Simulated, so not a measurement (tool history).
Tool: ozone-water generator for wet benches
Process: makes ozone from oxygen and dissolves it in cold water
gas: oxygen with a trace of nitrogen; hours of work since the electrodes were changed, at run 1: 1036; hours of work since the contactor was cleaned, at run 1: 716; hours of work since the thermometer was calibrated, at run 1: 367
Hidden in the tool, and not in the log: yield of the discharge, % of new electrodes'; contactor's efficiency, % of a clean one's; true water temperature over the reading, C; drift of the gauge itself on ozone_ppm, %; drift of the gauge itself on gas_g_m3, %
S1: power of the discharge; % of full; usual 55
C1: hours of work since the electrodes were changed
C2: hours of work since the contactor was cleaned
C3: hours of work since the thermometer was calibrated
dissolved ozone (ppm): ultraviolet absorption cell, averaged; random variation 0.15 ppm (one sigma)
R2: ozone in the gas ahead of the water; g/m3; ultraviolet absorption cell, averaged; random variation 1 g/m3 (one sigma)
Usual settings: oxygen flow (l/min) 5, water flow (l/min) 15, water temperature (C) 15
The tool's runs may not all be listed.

{"run": 1, "hour": 0.0, "S1": 55, "oxygen flow (l/min)": 5, "water flow (l/min)": 15, "water temperature (C)": 15, "C1": 1036, "C2": 716, "C3": 367, "dissolved ozone (ppm)": 18.3, "R2": 180.1}
{"run": 2, "hour": 68.8, "S1": 55, "oxygen flow (l/min)": 5, "water flow (l/min)": 15, "water temperature (C)": 15, "C1": 1095, "C2": 775, "C3": 427, "dissolved ozone (ppm)": 18.1, "R2": 179.6}
{"run": 3, "hour": 192.9, "S1": 55, "oxygen flow (l/min)": 5, "water flow (l/min)": 10, "water temperature (C)": 15, "C1": 1202, "C2": 882, "C3": 533, "dissolved ozone (ppm)": 25.4, "R2": 181.3}
{"run": 4, "hour": 270.3, "S1": 55, "oxygen flow (l/min)": 5, "water flow (l/min)": 10, "water temperature (C)": 8, "C1": 1269, "C2": 949, "C3": 600, "dissolved ozone (ppm)": 28.9, "R2": 180.4}
{"run": 5, "hour": 374.5, "S1": 55, "oxygen flow (l/min)": 5, "water flow (l/min)": 15, "water temperature (C)": 15, "C1": 1358, "C2": 1038, "C3": 690, "dissolved ozone (ppm)": 18, "R2": 184.4}
{"run": 6, "hour": 438.9, "S1": 55, "oxygen flow (l/min)": 5, "water flow (l/min)": 15, "water temperature (C)": 15, "C1": 1414, "C2": 1094, "C3": 745, "dissolved ozone (ppm)": 18.1, "R2": 179.5}
{"run": 7, "hour": 554.9, "S1": 55, "oxygen flow (l/min)": 5, "water flow (l/min)": 15, "water temperature (C)": 15, "C1": 1514, "C2": 1193, "C3": 845, "dissolved ozone (ppm)": 18.2, "R2": 180.1}
{"run": 8, "hour": 636.0, "S1": 55, "oxygen flow (l/min)": 5, "water flow (l/min)": 15, "water temperature (C)": 15, "C1": 1583, "C2": 1263, "C3": 915, "dissolved ozone (ppm)": 18.2, "R2": 183.1}
{"run": 9, "hour": 715.2, "S1": 55, "oxygen flow (l/min)": 5, "water flow (l/min)": 15, "water temperature (C)": 15, "C1": 1651, "C2": 1331, "C3": 983, "dissolved ozone (ppm)": 18.4, "R2": 179.9}
{"run": 10, "hour": 842.0, "S1": 55, "oxygen flow (l/min)": 5, "water flow (l/min)": 15, "water temperature (C)": 11, "C1": 1761, "C2": 1440, "C3": 1092, "dissolved ozone (ppm)": 19.3, "R2": 183.1}
{"run": 11, "hour": 965.9, "S1": 55, "oxygen flow (l/min)": 5, "water flow (l/min)": 10, "water temperature (C)": 11, "C1": 1867, "C2": 1547, "C3": 1198, "dissolved ozone (ppm)": 27.2, "R2": 179.2}
{"run": 12, "hour": 1098.7, "S1": 55, "oxygen flow (l/min)": 5, "water flow (l/min)": 10, "water temperature (C)": 11, "C1": 1981, "C2": 1661, "C3": 1313, "dissolved ozone (ppm)": 27.5, "R2": 180}
{"run": 13, "hour": 1208.1, "S1": 55, "oxygen flow (l/min)": 5, "water flow (l/min)": 15, "water temperature (C)": 15, "C1": 2076, "C2": 1755, "C3": 1407, "dissolved ozone (ppm)": 18.3, "R2": 182.9}
{"run": 14, "hour": 1327.6, "S1": 55, "oxygen flow (l/min)": 5, "water flow (l/min)": 15, "water temperature (C)": 15, "C1": 2178, "C2": 1858, "C3": 1510, "dissolved ozone (ppm)": 18.2, "R2": 181.1}
{"run": 15, "hour": 1441.9, "S1": 55, "oxygen flow (l/min)": 5, "water flow (l/min)": 15, "water temperature (C)": 15, "C1": 2277, "C2": 1957, "C3": 1608, "dissolved ozone (ppm)": 18.2, "R2": 181.9}
{"run": 16, "hour": 1568.5, "S1": 55, "oxygen flow (l/min)": 5, "water flow (l/min)": 15, "water temperature (C)": 15, "C1": 2386, "C2": 2066, "C3": 1717, "dissolved ozone (ppm)": 18.4, "R2": 183.5}
{"run": 17, "hour": 1696.7, "S1": 95, "oxygen flow (l/min)": 7.4, "water flow (l/min)": 23, "water temperature (C)": 13, "C1": 2496, "C2": 2176, "C3": 1827, "dissolved ozone (ppm)": 19.8, "R2": 235.4}
{"run": 18, "hour": 1831.2, "S1": 55, "oxygen flow (l/min)": 3.46, "water flow (l/min)": 19, "water temperature (C)": 15, "C1": 2612, "C2": 2292, "C3": 1943, "dissolved ozone (ppm)": 14.4, "R2": 225.1}
{"run": 19, "hour": 1963.2, "S1": 55, "oxygen flow (l/min)": 7.33, "water flow (l/min)": 19, "water temperature (C)": 10, "C1": 2725, "C2": 2405, "C3": 2056, "dissolved ozone (ppm)": 15.6, "R2": 146.9}
{"run": 20, "hour": 2107.7, "S1": 84, "oxygen flow (l/min)": 7.06, "water flow (l/min)": 19, "water temperature (C)": 10, "C1": 2850, "C2": 2529, "C3": 2181, "dissolved ozone (ppm)": 22.5, "R2": 219.4}
{"run": 21, "hour": 2241.6, "S1": 55, "oxygen flow (l/min)": 5, "water flow (l/min)": 15, "water temperature (C)": 8, "C1": 2965, "C2": 2645, "C3": 2296, "dissolved ozone (ppm)": 20.3, "R2": 185.8}
{"run": 22, "hour": 2380.8, "S1": 96, "oxygen flow (l/min)": 5, "water flow (l/min)": 15, "water temperature (C)": 8, "C1": 3085, "C2": 2764, "C3": 2416, "dissolved ozone (ppm)": 32.9, "R2": 300.9}
{"run": 23, "hour": 2477.4, "S1": 57, "oxygen flow (l/min)": 2.66, "water flow (l/min)": 15, "water temperature (C)": 17, "C1": 3168, "C2": 2848, "C3": 2499, "dissolved ozone (ppm)": 18.4, "R2": 272.5}
{"hour": 2520.0, "done": "water thermometer calibrated"}
{"run": 24, "hour": 2543.5, "S1": 56, "oxygen flow (l/min)": 2.93, "water flow (l/min)": 15, "water temperature (C)": 17, "C1": 3224, "C2": 2904, "C3": 20, "dissolved ozone (ppm)": 17.9, "R2": 254.3}
{"run": 25, "hour": 2612.8, "S1": 56, "oxygen flow (l/min)": 2.93, "water flow (l/min)": 15, "water temperature (C)": 17, "C1": 3284, "C2": 2964, "C3": 80, "dissolved ozone (ppm)": 17.9, "R2": 256.4}
{"run": 26, "hour": 2703.7, "S1": 70, "oxygen flow (l/min)": 3.35, "water flow (l/min)": 11, "water temperature (C)": 7, "C1": 3362, "C2": 3042, "C3": 158, "dissolved ozone (ppm)": 33.8, "R2": 289.9}
{"run": 27, "hour": 2789.7, "S1": 70, "oxygen flow (l/min)": 3.35, "water flow (l/min)": 11, "water temperature (C)": 7, "C1": 3436, "C2": 3116, "C3": 232, "dissolved ozone (ppm)": 33.9, "R2": 284.2}
{"run": 28, "hour": 2859.7, "S1": 55, "oxygen flow (l/min)": 5, "water flow (l/min)": 10, "water temperature (C)": 15, "C1": 3496, "C2": 3176, "C3": 292, "dissolved ozone (ppm)": 25.5, "R2": 184.8}
{"run": 29, "hour": 2937.4, "S1": 91, "oxygen flow (l/min)": 5, "water flow (l/min)": 15, "water temperature (C)": 15, "C1": 3563, "C2": 3243, "C3": 359, "dissolved ozone (ppm)": 28.6, "R2": 285}

4 ways to go on from here, each from the tool as it stands after run 29. What would each give?
{"run": "A", "hour": 3079.7, "S1": 70, "oxygen flow (l/min)": 5, "water flow (l/min)": 10, "water temperature (C)": 19, "C1": 3686, "C2": 3365, "C3": 482, "dissolved ozone (ppm)": "?", "R2": "?"}
{"run": "B", "hour": 3079.7, "S1": 40, "oxygen flow (l/min)": 5, "water flow (l/min)": 15, "water temperature (C)": 15, "C1": 3686, "C2": 3365, "C3": 482, "dissolved ozone (ppm)": "?", "R2": "?"}
{"run": "C", "hour": 3079.7, "S1": 55, "oxygen flow (l/min)": 5.27, "water flow (l/min)": 21, "water temperature (C)": 13, "C1": 3686, "C2": 3365, "C3": 482, "dissolved ozone (ppm)": "?", "R2": "?"}
{"run": "D", "hour": 3079.7, "S1": 40, "oxygen flow (l/min)": 7.58, "water flow (l/min)": 15, "water temperature (C)": 15, "C1": 3686, "C2": 3365, "C3": 482, "dissolved ozone (ppm)": "?", "R2": "?"}

run=A dissolved_ozone_(ppm)=29.1 R2=227.8
run=B dissolved_ozone_(ppm)=13.9 R2=140.2
run=C dissolved_ozone_(ppm)=13.5 R2=180.7
run=D dissolved_ozone_(ppm)=13 R2=110.8
Without the tool's hidden state the same runs would have given:
run=A dissolved_ozone_(ppm)=29.2 R2=222.7
run=B dissolved_ozone_(ppm)=13.9 R2=137
run=C dissolved_ozone_(ppm)=13.5 R2=176.7
run=D dissolved_ozone_(ppm)=13 R2=108.3

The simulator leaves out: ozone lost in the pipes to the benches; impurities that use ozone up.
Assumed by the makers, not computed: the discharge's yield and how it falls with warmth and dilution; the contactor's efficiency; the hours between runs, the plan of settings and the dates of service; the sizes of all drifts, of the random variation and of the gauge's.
